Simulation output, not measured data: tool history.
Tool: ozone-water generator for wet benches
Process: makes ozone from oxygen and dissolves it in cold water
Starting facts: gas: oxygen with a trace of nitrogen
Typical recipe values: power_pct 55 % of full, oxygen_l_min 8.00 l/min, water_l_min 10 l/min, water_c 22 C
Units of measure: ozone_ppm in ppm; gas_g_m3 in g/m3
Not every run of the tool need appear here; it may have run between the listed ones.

Run 1, hour 0.0: usual settings. Result: ozone_ppm 30.9 ppm, gas_g_m3 177.7 g/m3.
Run 2, hour 77.6: usual settings. Result: ozone_ppm 31.0 ppm, gas_g_m3 178.3 g/m3.
Run 3, hour 142.1: usual settings but power_pct 65 % of full. Result: ozone_ppm 33.2 ppm, gas_g_m3 194.9 g/m3.
Run 4, hour 204.7: usual settings but power_pct 65 % of full. Result: ozone_ppm 33.3 ppm, gas_g_m3 193.7 g/m3.
Run 5, hour 310.0: usual settings but power_pct 65 % of full. Result: ozone_ppm 33.1 ppm, gas_g_m3 194.0 g/m3.
Run 6, hour 366.1: usual settings but power_pct 65 % of full. Result: ozone_ppm 33.1 ppm, gas_g_m3 195.4 g/m3.
Run 7, hour 431.1: usual settings but power_pct 65 % of full. Result: ozone_ppm 33.0 ppm, gas_g_m3 193.7 g/m3.
Run 8, hour 540.1: usual settings. Result: ozone_ppm 30.2 ppm, gas_g_m3 177.6 g/m3.
Run 9, hour 616.9: usual settings. Result: ozone_ppm 30.4 ppm, gas_g_m3 177.1 g/m3.
At hour 720.1: water thermometer calibrated.
Run 10, hour 726.4: usual settings. Result: ozone_ppm 30.1 ppm, gas_g_m3 176.5 g/m3.
Run 11, hour 796.9: usual settings. Result: ozone_ppm 30.1 ppm, gas_g_m3 176.5 g/m3.
Run 12, hour 881.0: usual settings but water_c 20 C. Result: ozone_ppm 31.7 ppm, gas_g_m3 177.5 g/m3.
Run 13, hour 975.3: usual settings. Result: ozone_ppm 30.1 ppm, gas_g_m3 175.7 g/m3.
At hour 1052.9: water thermometer calibrated, once more.
Run 14, hour 1091.3: usual settings. Result: ozone_ppm 30.1 ppm, gas_g_m3 175.7 g/m3.
Run 15, hour 1151.1: usual settings but oxygen_l_min 5.95 l/min. Result: ozone_ppm 32.3 ppm, gas_g_m3 207.5 g/m3.
Run 16, hour 1253.7: usual settings but water_l_min 7 l/min. Result: ozone_ppm 34.8 ppm, gas_g_m3 173.8 g/m3.
Run 17, hour 1317.9: usual settings but oxygen_l_min 5.17 l/min, water_l_min 14 l/min. Result: ozone_ppm 26.7 ppm, gas_g_m3 226.0 g/m3.
Run 18, hour 1372.7: usual settings but oxygen_l_min 5.17 l/min, water_l_min 14 l/min, water_c 18 C. Result: ozone_ppm 28.6 ppm, gas_g_m3 222.7 g/m3.
Run 19, hour 1470.7: usual settings but oxygen_l_min 5.17 l/min, water_l_min 14 l/min, water_c 18 C. Result: ozone_ppm 28.7 ppm, gas_g_m3 223.9 g/m3.
Run 20, hour 1529.1: usual settings but power_pct 50 % of full, water_c 25 C. Result: ozone_ppm 26.1 ppm, gas_g_m3 166.4 g/m3.
Run 21, hour 1619.0: usual settings but power_pct 51 % of full, oxygen_l_min 4.58 l/min, water_l_min 13 l/min, water_c 15 C. Result: ozone_ppm 30.9 ppm, gas_g_m3 231.7 g/m3.
Run 22, hour 1730.7: usual settings but power_pct 51 % of full, oxygen_l_min 4.58 l/min, water_l_min 13 l/min, water_c 15 C. Result: ozone_ppm 30.7 ppm, gas_g_m3 226.8 g/m3.
Run 23, hour 1843.7: usual settings but power_pct 76 % of full, oxygen_l_min 4.58 l/min, water_l_min 13 l/min, water_c 29 C. Result: ozone_ppm 28.7 ppm, gas_g_m3 275.4 g/m3.
Run 24, hour 1962.5: usual settings but power_pct 49 % of full, oxygen_l_min 12.26 l/min, water_l_min 11 l/min. Result: ozone_ppm 22.8 ppm, gas_g_m3 126.5 g/m3.
Run 25, hour 2029.4: usual settings but power_pct 49 % of full, oxygen_l_min 6.50 l/min, water_l_min 6 l/min. Result: ozone_ppm 35.8 ppm, gas_g_m3 182.4 g/m3.
Run 26, hour 2081.9: usual settings but power_pct 43 % of full, oxygen_l_min 5.00 l/min, water_l_min 7 l/min, water_c 19 C. Result: ozone_ppm 37.6 ppm, gas_g_m3 199.1 g/m3.
Run 27, hour 2149.3: usual settings but power_pct 43 % of full, oxygen_l_min 5.00 l/min, water_l_min 7 l/min, water_c 19 C. Result: ozone_ppm 37.5 ppm, gas_g_m3 200.2 g/m3.
Run 28, hour 2262.6: usual settings but power_pct 43 % of full, oxygen_l_min 5.00 l/min, water_l_min 7 l/min, water_c 19 C. Result: ozone_ppm 37.2 ppm, gas_g_m3 197.5 g/m3.
Run 29, hour 2338.8: usual settings but power_pct 43 % of full, oxygen_l_min 5.13 l/min, water_l_min 7 l/min, water_c 26 C. Result: ozone_ppm 32.1 ppm, gas_g_m3 193.5 g/m3.
Run 30, hour 2394.5: usual settings but power_pct 43 % of full, oxygen_l_min 8.55 l/min, water_l_min 7 l/min, water_c 26 C. Result: ozone_ppm 26.2 ppm, gas_g_m3 145.7 g/m3.
Run 31, hour 2470.7: usual settings but water_c 19 C. Result: ozone_ppm 30.4 ppm, gas_g_m3 168.0 g/m3.
Run 32, hour 2532.6: usual settings but water_c 19 C. Result: ozone_ppm 30.0 ppm, gas_g_m3 169.7 g/m3.

Below are 5 alternative next runs, each starting from the tool's condition after run 32. Predict each:
Run A, hour 2621.4: usual settings but oxygen_l_min 9.64 l/min, water_l_min 15 l/min, water_c 15 C. Result: ozone_ppm ?, gas_g_m3 ?.
Run B, hour 2621.4: usual settings but water_l_min 9 l/min, water_c 19 C. Result: ozone_ppm ?, gas_g_m3 ?.
Run C, hour 2621.4: usual settings but water_l_min 7 l/min, water_c 19 C. Result: ozone_ppm ?, gas_g_m3 ?.
Run D, hour 2621.4: usual settings but power_pct 84 % of full, water_c 21 C. Result: ozone_ppm ?, gas_g_m3 ?.
Run E, hour 2621.4: usual settings but power_pct 45 % of full, water_c 28 C. Result: ozone_ppm ?, gas_g_m3 ?.

run  ozone_ppm  gas_g_m3
  A       24.9     152.2
  B       31.4     167.9
  C       35.6     170.6
  D       35.1     206.9
  E       22.5     152.6
Take away the tool's hidden state, keep each run's random variation, and the runs would have read:
run  ozone_ppm  gas_g_m3
  A       28.5     169.3
  B       35.8     186.9
  C       40.3     189.8
  D       41.1     236.2
  E       25.3     167.8

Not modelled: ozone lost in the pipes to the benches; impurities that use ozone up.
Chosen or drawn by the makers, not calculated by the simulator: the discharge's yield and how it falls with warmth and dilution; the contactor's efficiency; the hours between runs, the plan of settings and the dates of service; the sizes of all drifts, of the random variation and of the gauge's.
